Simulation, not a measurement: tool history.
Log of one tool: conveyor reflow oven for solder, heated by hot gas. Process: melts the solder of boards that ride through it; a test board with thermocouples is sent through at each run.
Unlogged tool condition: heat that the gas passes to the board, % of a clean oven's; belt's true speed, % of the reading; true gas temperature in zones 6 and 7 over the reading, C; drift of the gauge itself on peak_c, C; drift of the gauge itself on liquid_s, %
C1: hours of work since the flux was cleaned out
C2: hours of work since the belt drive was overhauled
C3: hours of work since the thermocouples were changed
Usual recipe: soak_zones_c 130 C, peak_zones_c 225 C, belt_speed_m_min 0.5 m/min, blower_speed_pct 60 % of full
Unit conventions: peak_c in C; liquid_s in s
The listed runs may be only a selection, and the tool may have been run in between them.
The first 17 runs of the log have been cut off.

Run 18, day 18.554: usual settings but blower_speed_pct 73 % of full; C1 223; C2 228; C3 842. Result: peak_c 208.4 C, liquid_s 43.9 s.
Run 19, day 19.446: usual settings but soak_zones_c 137 C, peak_zones_c 239 C, belt_speed_m_min 0.532 m/min, blower_speed_pct 64 % of full; C1 239; C2 245; C3 858. Result: peak_c 217.9 C, liquid_s 50.3 s.
Run 20, day 20.775: usual settings but soak_zones_c 137 C, peak_zones_c 239 C, belt_speed_m_min 0.532 m/min, blower_speed_pct 64 % of full; C1 263; C2 269; C3 882. Result: peak_c 217.8 C, liquid_s 50.2 s.
Run 21, day 22.071: usual settings but belt_speed_m_min 0.598 m/min, blower_speed_pct 65 % of full; C1 287; C2 293; C3 906. Result: peak_c 199.8 C, liquid_s 27.3 s.
Run 22, day 23.5: usual settings but belt_speed_m_min 0.598 m/min, blower_speed_pct 65 % of full; C1 313; C2 319; C3 932. Result: peak_c 199.8 C, liquid_s 26.8 s.
At day 24.954: flux residue cleaned out of gas plates and filters.
Run 23, day 25.021: usual settings but belt_speed_m_min 0.598 m/min, blower_speed_pct 65 % of full; C1 1; C2 343; C3 956. Result: peak_c 202.3 C, liquid_s 30.1 s.
Run 24, day 25.775: usual settings but peak_zones_c 220 C, belt_speed_m_min 0.421 m/min, blower_speed_pct 65 % of full; C1 15; C2 356; C3 970. Result: peak_c 209.3 C, liquid_s 55.7 s.
Run 25, day 26.6: usual settings but peak_zones_c 220 C, belt_speed_m_min 0.421 m/min, blower_speed_pct 65 % of full; C1 30; C2 371; C3 985. Result: peak_c 209.4 C, liquid_s 55.5 s.
Run 26, day 27.567: usual settings but soak_zones_c 123 C, peak_zones_c 222 C, belt_speed_m_min 0.421 m/min, blower_speed_pct 65 % of full; C1 48; C2 389; C3 1003. Result: peak_c 210.2 C, liquid_s 54.1 s.
Run 27, day 28.221: usual settings but soak_zones_c 135 C; C1 60; C2 401; C3 1015. Result: peak_c 208.6 C, liquid_s 45.9 s.
Run 28, day 29.183: usual settings but soak_zones_c 135 C, peak_zones_c 215 C, belt_speed_m_min 0.471 m/min; C1 77; C2 418; C3 1032. Result: peak_c 201.9 C, liquid_s 41.8 s.
Run 29, day 30.708: usual settings but soak_zones_c 139 C, peak_zones_c 215 C, belt_speed_m_min 0.437 m/min, blower_speed_pct 55 % of full; C1 105; C2 446; C3 1060. Result: peak_c 203.7 C, liquid_s 49.4 s.
At day 31.712: thermocouples of zones 6 and 7 changed.
Run 30, day 31.712: usual settings but peak_zones_c 227 C; C1 122; C2 463; C3 0. Result: peak_c 207.8 C, liquid_s 43.5 s.

Each row is a separate what-if for the run after 30, all from the same tool condition, not one after another. Results?
Run A, day 32.917: usual settings but peak_zones_c 232 C; C1 144; C2 485; C3 22. Result: peak_c ?, liquid_s ?.
Run B, day 32.917: usual settings but peak_zones_c 214 C; C1 144; C2 485; C3 22. Result: peak_c ?, liquid_s ?.
Run C, day 32.917: usual settings but soak_zones_c 138 C, peak_zones_c 227 C, blower_speed_pct 52 % of full; C1 144; C2 485; C3 22. Result: peak_c ?, liquid_s ?.
Run D, day 32.917: usual settings but soak_zones_c 127 C, belt_speed_m_min 0.467 m/min, blower_speed_pct 81 % of full; C1 144; C2 485; C3 22. Result: peak_c ?, liquid_s ?.
Run E, day 32.917: usual settings but soak_zones_c 118 C, peak_zones_c 227 C, belt_speed_m_min 0.503 m/min, blower_speed_pct 51 % of full; C1 144; C2 485; C3 22. Result: peak_c ?, liquid_s ?.

run  peak_c  liquid_s
  A     212      47.1
  B   196.6      30.2
  C   207.9      45.4
  D   210.8      50.4
  E   203.2        34
Without the tool's hidden state the same runs would have given:
run  peak_c  liquid_s
  A   212.3        47
  B   196.9      30.5
  C   208.1      45.3
  D   211.3      50.4
  E   203.5      34.1
